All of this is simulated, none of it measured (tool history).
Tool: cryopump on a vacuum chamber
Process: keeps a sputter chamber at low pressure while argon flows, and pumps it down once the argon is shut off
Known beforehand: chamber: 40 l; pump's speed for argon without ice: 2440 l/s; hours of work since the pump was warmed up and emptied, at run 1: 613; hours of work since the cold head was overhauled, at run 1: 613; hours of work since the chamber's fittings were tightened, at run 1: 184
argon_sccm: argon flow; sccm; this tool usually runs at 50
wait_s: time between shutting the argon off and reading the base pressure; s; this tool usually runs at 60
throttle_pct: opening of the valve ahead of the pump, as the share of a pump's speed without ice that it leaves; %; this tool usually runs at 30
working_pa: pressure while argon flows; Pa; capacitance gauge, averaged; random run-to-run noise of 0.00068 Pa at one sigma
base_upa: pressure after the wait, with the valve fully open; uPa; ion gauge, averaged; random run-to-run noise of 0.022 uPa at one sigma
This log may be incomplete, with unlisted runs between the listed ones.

run	hour	argon_sccm	wait_s	throttle_pct	hours of work since the pump was warmed up and emptied	hours of work since the cold head was overhauled	hours of work since the chamber's fittings were tightened	working_pa	base_upa
1	0	50	60	30	613	613	184	0.1183	0.68
2	25.5	50	60	30	628	628	199	0.1193	0.69
3	40.9	50	60	30	638	638	208	0.1196	0.73
4	65.1	50	60	30	652	652	223	0.1205	0.71
5	77.1	50	60	30	660	660	230	0.1205	0.74
6	88.4	37	60	30	666	666	237	0.0891	0.73
7	105	50	60	30	676	676	247	0.1194	0.74
8	125.1	50	60	30	689	689	260	0.1197	0.7
9	150	50	60	30	704	704	275	0.1195	0.74
10	171.2	50	60	30	717	717	288	0.12	0.76
11	182.5	50	60	30	724	724	294	0.1207	0.74
12	194	50	60	30	731	731	301	0.1198	0.75
13	219.4	50	60	30	746	746	317	0.1195	0.76
14	233.3	50	60	30	754	754	325	0.1196	0.76
15	247.5	50	60	30	763	763	334	0.1211	0.76
16	265.7	50	171	30	774	774	345	0.1211	0.5
17	279.8	50	171	30	783	783	354	0.1208	0.5
18	290.4	30	60	30	789	789	360	0.0729	0.78
19	301.1	40	49	30	796	796	366	0.0964	0.89
20	316.8	40	49	30	805	805	376	0.097	0.89
21	334.9	40	49	30	816	816	387	0.0957	0.92
22	358.2	94	49	32	830	830	401	0.2127	0.92
23	380	94	49	32	844	844	414	0.2144	0.89
24	404.1	21	117	28	858	858	429	0.0527	0.56
25	423.8	27	60	34	870	870	441	0.058	0.81
26	441.6	27	60	34	881	881	452	0.0572	0.81
27	454.7	70	21	27	889	889	460	0.188	1.66
28	477.4	35	128	57	903	903	474	0.0464	0.6
29	487.7	60	128	57	909	909	480	0.0789	0.59
30	504.1	60	147	47	919	919	490	0.0961	0.51
31	525.1	38	60	47	932	932	503	0.0602	0.87
32	538.7	38	60	47	940	940	511	0.0608	0.86
# hour 545.2: pump warmed up, emptied and cooled again
33	559.2	38	60	47	8	949	520	0.0572	0.79
34	575.5	39	60	47	18	959	530	0.057	0.82

Consider 3 possible next runs. They are alternatives, not a sequence: every one starts from the tool as it was left by run 34. What does each give?
A	600	39	246	47	33	974	545	?	?
B	600	38	60	35	33	974	545	?	?
C	600	48	45	29	33	974	545	?	?

run	working_pa	base_upa
A	0.0578	0.48
B	0.0757	0.82
C	0.1152	0.99
Without the tool's unlogged condition, the same runs would have read:
run	working_pa	base_upa
A	0.0574	0.24
B	0.0754	0.59
C	0.1147	0.76
